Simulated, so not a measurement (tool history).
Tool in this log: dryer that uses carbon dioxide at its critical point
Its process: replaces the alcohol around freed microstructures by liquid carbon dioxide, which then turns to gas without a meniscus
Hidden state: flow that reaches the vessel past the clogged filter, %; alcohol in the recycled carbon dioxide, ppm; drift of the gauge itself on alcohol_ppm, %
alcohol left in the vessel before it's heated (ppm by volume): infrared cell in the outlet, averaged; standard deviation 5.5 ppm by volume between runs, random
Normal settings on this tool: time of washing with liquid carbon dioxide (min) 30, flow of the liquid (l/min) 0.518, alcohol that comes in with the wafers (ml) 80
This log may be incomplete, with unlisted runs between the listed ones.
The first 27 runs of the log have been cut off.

| run | day | time of washing with liquid carbon dioxide (min) | flow of the liquid (l/min) | alcohol that comes in with the wafers (ml) | hours of work since the filter was changed | hours of work since the purifier's bed was changed | alcohol left in the vessel before it's heated (ppm by volume) |
|---|---|---|---|---|---|---|---|
| 28 | 33.367 | 25 | 0.460 | 80 | 294 | 572 | 1017 |
| 29 | 35.158 | 25 | 0.460 | 69 | 317 | 595 | 924 |
| 30 | 36.779 | 25 | 0.460 | 66 | 337 | 615 | 903 |
| 31 | 37.896 | 30 | 0.599 | 32 | 351 | 629 | 195 |
| 32 | 39.388 | 30 | 0.599 | 32 | 370 | 648 | 198 |
| 33 | 40.588 | 26 | 0.810 | 28 | 385 | 663 | 175 |
|  | 41.742 | inlet filter changed |
| 34 | 41.779 | 26 | 0.810 | 28 | 0 | 677 | 165 |
| 35 | 43.508 | 26 | 0.810 | 28 | 22 | 699 | 179 |
| 36 | 45.033 | 26 | 0.810 | 28 | 41 | 718 | 174 |
| 37 | 45.825 | 26 | 0.810 | 28 | 51 | 728 | 183 |
| 38 | 47.404 | 30 | 0.339 | 42 | 71 | 748 | 784 |
| 39 | 48.421 | 46 | 0.339 | 42 | 84 | 761 | 270 |
| 40 | 49.696 | 44 | 0.518 | 109 | 100 | 777 | 208 |
| 41 | 51.488 | 44 | 0.518 | 109 | 122 | 799 | 194 |

Consider 4 possible next runs. They are alternatives, not a sequence: every one starts from the tool as it was left by run 41. What does each give?
| A | 53.208 | 30 | 0.860 | 50 | 144 | 821 | ? |
| B | 53.208 | 30 | 0.518 | 41 | 144 | 821 | ? |
| C | 53.208 | 41 | 0.392 | 109 | 144 | 821 | ? |
| D | 53.208 | 35 | 0.388 | 25 | 144 | 821 | ? |

| run | alcohol left in the vessel before it's heated (ppm by volume) |
|---|---|
| A | 194 |
| B | 287 |
| C | 414 |
| D | 316 |
With the hidden condition removed and each run's random variation left untouched, the same runs would have given:
| run | alcohol left in the vessel before it's heated (ppm by volume) |
|---|---|
| A | 3 |
| B | 79 |
| C | 178 |
| D | 106 |
